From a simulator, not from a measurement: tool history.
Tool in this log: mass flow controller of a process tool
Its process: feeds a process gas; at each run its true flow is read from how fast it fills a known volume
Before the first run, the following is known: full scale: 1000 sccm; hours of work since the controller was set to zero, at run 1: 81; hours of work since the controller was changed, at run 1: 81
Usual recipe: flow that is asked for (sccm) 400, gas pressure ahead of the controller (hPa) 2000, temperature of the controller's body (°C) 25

run	hour	flow that is asked for (sccm)	gas pressure ahead of the controller (hPa)	temperature of the controller's body (°C)	hours of work since the controller was set to zero	hours of work since the controller was changed	true flow (%)
1	0	400	2000	25	81	81	99.64
2	160.7	400	2000	25	149	149	99.67
3	314.3	400	2000	25	213	213	99.65
4	439.8	400	1660	25	266	266	99.46
5	712.9	400	1660	25	380	380	99.49
6	934.3	400	1660	38	473	473	98.52
7	1067.3	400	1660	38	529	529	98.45
8	1340.1	400	2000	25	643	643	99.3
9	1592.7	400	1430	25	749	749	99.17
10	1839.7	400	1430	25	853	853	99.04
11	2014.9	400	1430	25	927	927	99.11
12	2267.8	400	2000	25	1033	1033	99.14
13	2426.9	400	2000	25	1099	1099	99.22
14	2571.2	400	2000	22	1160	1160	99.3
15	2798.7	400	2000	22	1255	1255	99.23
16	3073.2	400	2000	25	1371	1371	99.09
17	3344.8	400	2000	25	1485	1485	98.9
# hour 3358.9: controller's zero set anew
18	3471.9	400	2000	25	47	1538	98.85
19	3666.4	400	2000	25	129	1619	98.74
20	3903.4	400	2000	40	228	1719	97.78
21	4137.2	400	2000	25	327	1817	98.59
22	4406.3	400	2000	25	439	1930	98.52
23	4553.2	182	2000	35	501	1991	96.72
# hour 4819.7: controller's zero set anew, once more
24	4819.7	182	2000	35	0	2103	98.28
25	4975.9	182	2000	35	66	2169	98.21
26	5102.6	182	1980	32	119	2222	98.44
27	5305.8	971	1740	27	204	2307	99.33
28	5424.5	971	1940	27	254	2357	99.45
29	5688.7	400	1750	25	365	2468	98.96
30	5939.2	369	1830	25	470	2573	98.83
31	6144.3	369	1830	25	556	2659	98.86
32	6406.2	480	1870	37	666	2769	98.18
33	6686.6	480	1870	37	783	2886	98.19
34	6931	480	1870	37	886	2989	97.95
35	7209	400	2530	31	1003	3106	98.62
36	7359.8	459	2000	25	1066	3169	98.88
37	7542.7	459	2000	36	1143	3246	98
38	7741.9	331	2710	27	1226	3329	98.64
39	7900.6	695	1880	31	1293	3396	98.66
40	8118.3	695	2140	31	1384	3487	98.62
41	8335.8	431	2740	30	1475	3578	98.36
42	8618.1	204	2400	21	1594	3697	98.12
43	8790.3	753	2400	21	1666	3769	99.4
44	9043.2	400	2020	25	1772	3875	98.24

Here are 3 independent what-if runs from the current tool condition. What would each one return?
A	9180.6	286	2020	25	1830	3933	?
B	9180.6	229	1950	25	1830	3933	?
C	9180.6	149	2020	25	1830	3933	?

run	true flow (%)
A	98.01
B	97.69
C	96.96
Without the tool's hidden state the same runs would have given:
run	true flow (%)
A	99.64
B	99.57
C	99.52
